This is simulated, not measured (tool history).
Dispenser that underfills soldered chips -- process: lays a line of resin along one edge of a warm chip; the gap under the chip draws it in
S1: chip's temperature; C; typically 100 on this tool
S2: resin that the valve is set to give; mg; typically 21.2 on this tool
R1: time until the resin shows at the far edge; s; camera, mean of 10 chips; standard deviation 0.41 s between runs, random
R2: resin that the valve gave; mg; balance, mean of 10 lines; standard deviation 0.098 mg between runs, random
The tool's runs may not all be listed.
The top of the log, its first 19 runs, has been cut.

{"hour": 72.1, "done": "new syringe of resin"}
{"run": 20, "hour": 72.1, "S1": 88, "S2": 25.6, "R1": 38, "R2": 24.47}
{"run": 21, "hour": 74.2, "S1": 103, "S2": 21.5, "R1": 30.3, "R2": 20.56}
{"run": 22, "hour": 78.3, "S1": 103, "S2": 21.5, "R1": 38.2, "R2": 20.58}
{"hour": 79.8, "done": "new syringe of resin"}
{"run": 23, "hour": 82.5, "S1": 103, "S2": 21.5, "R1": 31.2, "R2": 20.44}
{"run": 24, "hour": 86.8, "S1": 114, "S2": 20.8, "R1": 31.3, "R2": 19.63}
{"hour": 87.5, "done": "new syringe of resin"}
{"run": 25, "hour": 89.6, "S1": 114, "S2": 20.8, "R1": 22.6, "R2": 19.75}
{"run": 26, "hour": 92.2, "S1": 104, "S2": 24, "R1": 32.7, "R2": 22.84}
{"hour": 94.9, "done": "new syringe of resin"}
{"run": 27, "hour": 97.1, "S1": 93, "S2": 18.9, "R1": 41.3, "R2": 17.71}
{"run": 28, "hour": 100.6, "S1": 92, "S2": 27.2, "R1": 47.8, "R2": 25.55}
{"hour": 102.4, "done": "new syringe of resin"}
{"run": 29, "hour": 104.6, "S1": 92, "S2": 25.5, "R1": 38.9, "R2": 24.14}
{"run": 30, "hour": 106.9, "S1": 100, "S2": 20.9, "R1": 38.5, "R2": 19.66}
{"run": 31, "hour": 109.1, "S1": 88, "S2": 22.2, "R1": 59.6, "R2": 20.82}
{"hour": 109.9, "done": "new syringe of resin"}
{"run": 32, "hour": 114.1, "S1": 88, "S2": 22.2, "R1": 49.8, "R2": 20.78}
{"hour": 117.4, "done": "new syringe of resin"}
{"run": 33, "hour": 118.3, "S1": 111, "S2": 21.3, "R1": 22.9, "R2": 19.9}
{"run": 34, "hour": 123.1, "S1": 111, "S2": 21.3, "R1": 30.2, "R2": 19.79}
{"hour": 125.1, "done": "new syringe of resin"}
{"run": 35, "hour": 127.0, "S1": 111, "S2": 21.3, "R1": 25.4, "R2": 19.98}

Forecast each of these 3 alternatives for the next run:
{"run": "A", "hour": 129.5, "S1": 95, "S2": 22, "R1": "?", "R2": "?"}
{"run": "B", "hour": 129.5, "S1": 111, "S2": 26.7, "R1": "?", "R2": "?"}
{"run": "C", "hour": 129.5, "S1": 114, "S2": 27, "R1": "?", "R2": "?"}

run=A R1=42.3 R2=20.48
run=B R1=28.3 R2=24.72
run=C R1=25.4 R2=24.95
With the hidden condition removed and each run's random variation left untouched, the same runs would have given:
run=A R1=30.7 R2=22.06
run=B R1=20.9 R2=26.63
run=C R1=18.7 R2=26.89
